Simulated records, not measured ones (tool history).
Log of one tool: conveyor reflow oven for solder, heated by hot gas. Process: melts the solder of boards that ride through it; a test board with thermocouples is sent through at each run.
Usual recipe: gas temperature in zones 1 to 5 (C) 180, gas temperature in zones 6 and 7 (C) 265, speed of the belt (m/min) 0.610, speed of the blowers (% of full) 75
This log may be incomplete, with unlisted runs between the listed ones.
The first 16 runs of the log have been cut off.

run,hour,gas temperature in zones 1 to 5 (C),gas temperature in zones 6 and 7 (C),speed of the belt (m/min),speed of the blowers (% of full),highest temperature of the board (C),time above the solder's melting point (s)
17,302.9,180,265,0.610,62,253.9,47.8
18,327.2,187,254,0.610,52,243.6,43.9
19,350.4,180,259,0.610,79,250.8,46.6
20,373.1,180,270,0.610,75,260.7,50.8
21,391.0,180,270,0.610,75,260.1,50.7
22,409.4,180,270,0.610,75,260.5,51.4
23,437.3,174,270,0.530,75,263.2,59.1
24,464.8,180,265,0.725,75,251.2,38.4
25,479.9,180,261,0.610,75,252.3,47.1
26,497.7,188,263,0.550,75,257.2,58.2
27,517.9,188,263,0.550,75,257.3,58.2
28,534.5,188,263,0.550,75,257.1,58.2
29,561.2,180,276,0.610,75,265.4,52.9
30,574.9,180,264,0.610,75,254.7,49.1

4 options for the next run, each taken on its own from the tool as it stands now. Forecast them:
# hour 587.1: flux residue cleaned out of gas plates and filters
A,599.0,180,265,0.631,75,?,?
# hour 587.1: flux residue cleaned out of gas plates and filters
B,599.0,174,265,0.730,79,?,?
# hour 587.1: flux residue cleaned out of gas plates and filters
C,599.0,180,276,0.714,76,?,?
# hour 587.1: flux residue cleaned out of gas plates and filters
D,599.0,180,255,0.585,59,?,?

run,highest temperature of the board (C),time above the solder's melting point (s)
A,255.4,47.0
B,251.1,36.6
C,262.4,43.4
D,246.0,45.7
Take away the tool's hidden state, keep each run's random variation, and the runs would have read:
run,highest temperature of the board (C),time above the solder's melting point (s)
A,254.0,46.0
B,249.7,35.6
C,261.0,42.6
D,244.6,44.4
